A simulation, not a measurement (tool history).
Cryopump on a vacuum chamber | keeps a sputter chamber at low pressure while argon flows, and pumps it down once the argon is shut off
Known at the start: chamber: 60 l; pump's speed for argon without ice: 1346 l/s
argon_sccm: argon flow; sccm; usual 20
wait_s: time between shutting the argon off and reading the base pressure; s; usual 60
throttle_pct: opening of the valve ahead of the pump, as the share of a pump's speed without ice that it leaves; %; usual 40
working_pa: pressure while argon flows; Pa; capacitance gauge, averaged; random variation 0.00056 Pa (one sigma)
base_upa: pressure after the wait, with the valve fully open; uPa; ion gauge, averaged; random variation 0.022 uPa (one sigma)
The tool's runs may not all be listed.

run	hour	argon_sccm	wait_s	throttle_pct	working_pa	base_upa
1	0	20	60	40	0.0675	2.31
2	34.6	18	60	40	0.0608	2.29
3	55.8	18	60	40	0.0617	2.41
4	81.9	20	60	40	0.0692	2.41
5	109.1	20	122	40	0.0689	2.32
6	130.8	20	122	40	0.0706	2.3
7	151.2	20	60	40	0.0703	2.55
8	180.2	20	60	40	0.0706	2.68
9	203.4	20	60	54	0.0539	2.64
10	238.6	20	60	54	0.0549	2.69
11	259	19	60	28	0.0955	2.9
12	273.9	17	83	53	0.0498	2.78
13	305.1	21	74	40	0.0781	2.93
14	334.4	17	91	49	0.0535	2.96
# hour 354.8: pump warmed up, emptied and cooled again
15	363.4	9	61	45	0.0256	2.22
16	390.4	9	61	45	0.0256	2.26
17	416.6	28	110	21	0.169	2.09
18	449.9	20	160	48	0.0548	2.12
19	469.3	29	60	40	0.0925	2.36
20	500.8	33	90	39	0.1102	2.28

Forecast each of these 5 alternatives for the next run:
A	515.9	33	90	18	?	?
B	515.9	20	37	30	?	?
C	515.9	16	60	21	?	?
D	515.9	22	130	40	?	?
E	515.9	15	207	29	?	?

run	working_pa	base_upa
A	0.2334	2.39
B	0.0868	2.63
C	0.098	2.44
D	0.0721	2.2
E	0.0671	2.13
Without the tool's hidden state the same runs would have given:
run	working_pa	base_upa
A	0.229	0.51
B	0.0841	0.86
C	0.0959	0.62
D	0.0692	0.42
E	0.0651	0.32

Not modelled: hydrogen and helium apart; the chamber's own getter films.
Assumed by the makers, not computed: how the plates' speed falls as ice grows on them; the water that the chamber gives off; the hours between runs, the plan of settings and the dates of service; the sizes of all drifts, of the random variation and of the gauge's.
